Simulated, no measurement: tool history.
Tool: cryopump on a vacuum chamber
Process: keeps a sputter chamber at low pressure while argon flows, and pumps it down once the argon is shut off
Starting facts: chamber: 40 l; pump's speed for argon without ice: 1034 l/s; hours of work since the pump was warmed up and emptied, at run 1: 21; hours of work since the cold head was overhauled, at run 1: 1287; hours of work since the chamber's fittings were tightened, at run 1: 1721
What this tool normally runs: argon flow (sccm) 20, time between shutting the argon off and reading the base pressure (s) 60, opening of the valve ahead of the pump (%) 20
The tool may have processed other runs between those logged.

run   hour  argon flow (sccm)  time between shutting the argon off and reading the base pressure (s)  opening of the valve ahead of the pump (%)  hours of work since the pump was warmed up and emptied  hours of work since the cold head was overhauled  hours of work since the chamber's fittings were tightened  pressure while argon flows (Pa)  pressure after the wait (uPa)
  1    0.0                 20                                                                     60                                          20                                                      21                                              1287                                                       1721                           0.1641                           2.19
  2   27.4                 20                                                                     60                                          20                                                      43                                              1309                                                       1743                           0.1646                           2.09
  3   47.9                 20                                                                     60                                          20                                                      59                                              1326                                                       1759                           0.1648                           2.13
  4   83.4                 20                                                                     60                                          20                                                      88                                              1354                                                       1788                           0.1663                           2.13
  5  118.3                 20                                                                     60                                          39                                                     115                                              1382                                                       1815                           0.0865                           2.26
     155.7  -- leaking fittings of the chamber tightened, without venting
  6  160.3                 20                                                                    120                                          39                                                     147                                              1414                                                          4                           0.0863                           1.02
  7  185.0                 20                                                                    120                                          39                                                     167                                              1434                                                         23                           0.0885                           0.98
  8  201.9                 20                                                                    120                                          39                                                     181                                              1447                                                         37                           0.0883                           1.04
  9  241.1                 20                                                                     60                                          20                                                     212                                              1478                                                         68                           0.1662                           1.67
 10  261.4                 20                                                                     60                                          20                                                     228                                              1495                                                         84                           0.1672                           1.71
 11  294.4                 20                                                                     60                                          20                                                     254                                              1521                                                        111                           0.1683                           1.67
 12  329.5                 20                                                                     60                                          20                                                     283                                              1549                                                        139                           0.1689                           1.66
 13  369.7                 13                                                                     60                                          20                                                     315                                              1581                                                        171                           0.1104                           1.75
 14  387.0                 26                                                                     60                                          20                                                     328                                              1595                                                        185                           0.2190                           1.75
 15  419.0                 26                                                                     60                                          20                                                     354                                              1620                                                        210                           0.2199                           1.79
 16  436.7                 20                                                                     60                                          22                                                     368                                              1635                                                        224                           0.1549                           1.78
 17  455.9                 20                                                                     60                                          22                                                     383                                              1650                                                        240                           0.1555                           1.76
 18  495.5                 20                                                                     60                                          22                                                     415                                              1681                                                        271                           0.1570                           1.76
 19  514.2                 20                                                                     60                                          22                                                     430                                              1696                                                        286                           0.1561                           1.81
 20  533.9                 11                                                                    211                                          18                                                     446                                              1712                                                        302                           0.1052                           0.87
 21  561.4                 20                                                                    113                                          39                                                     468                                              1734                                                        324                           0.0931                           1.20
 22  594.7                 20                                                                    113                                          39                                                     494                                              1761                                                        351                           0.0931                           1.18
 23  631.0                 20                                                                    113                                          39                                                     523                                              1790                                                        380                           0.0940                           1.28
 24  655.1                 19                                                                    154                                          40                                                     543                                              1809                                                        399                           0.0867                           1.07
 25  686.0                 19                                                                    154                                          40                                                     567                                              1834                                                        424                           0.0888                           1.11
 26  713.5                 24                                                                     54                                          51                                                     589                                              1856                                                        446                           0.0916                           2.08

What does the tool deliver on the next run?
     730.3  -- pump warmed up, emptied and cooled again
 27  746.9                 20                                                                     60                                          27                                                      13                                              1878                                                        468                                ?                              ?

{"run 27": {"pressure while argon flows (Pa)": 0.1202, "pressure after the wait (uPa)": 1.72}}
Had the tool carried no hidden state, the very same run would have given pressure while argon flows (Pa) 0.1194, pressure after the wait (uPa) 1.53.
